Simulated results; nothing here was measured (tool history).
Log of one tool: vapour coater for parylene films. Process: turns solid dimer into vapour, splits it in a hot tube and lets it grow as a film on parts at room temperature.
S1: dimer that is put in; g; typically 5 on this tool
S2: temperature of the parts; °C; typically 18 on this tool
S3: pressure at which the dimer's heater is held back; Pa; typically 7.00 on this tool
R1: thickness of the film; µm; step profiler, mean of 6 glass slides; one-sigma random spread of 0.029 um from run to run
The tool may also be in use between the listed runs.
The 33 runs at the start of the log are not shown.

run	day	S1	S2	S3	R1
34	16.733	4	12	7.00	2.41
35	17.025	5	18	4.37	2.70
36	17.612	6	16	4.37	3.47
37	18.158	6	16	4.37	3.48
38	18.617	6	15	2.73	4.02
39	18.958	3	14	2.73	2.06
40	19.271	7	10	2.58	5.62
41	19.921	7	10	2.58	5.66

3 ways to go on from here, each from the tool as it stands after run 41. What would each give?
A	20.546	2	12	3.72	?
B	20.546	5	14	7.00	?
C	20.546	4	17	3.90	?

run	R1
A	1.38
B	2.78
C	2.28
The same runs, with their run-to-run variation unchanged, on a tool lacking any hidden condition would have given:
run	R1
A	1.48
B	2.99
C	2.45
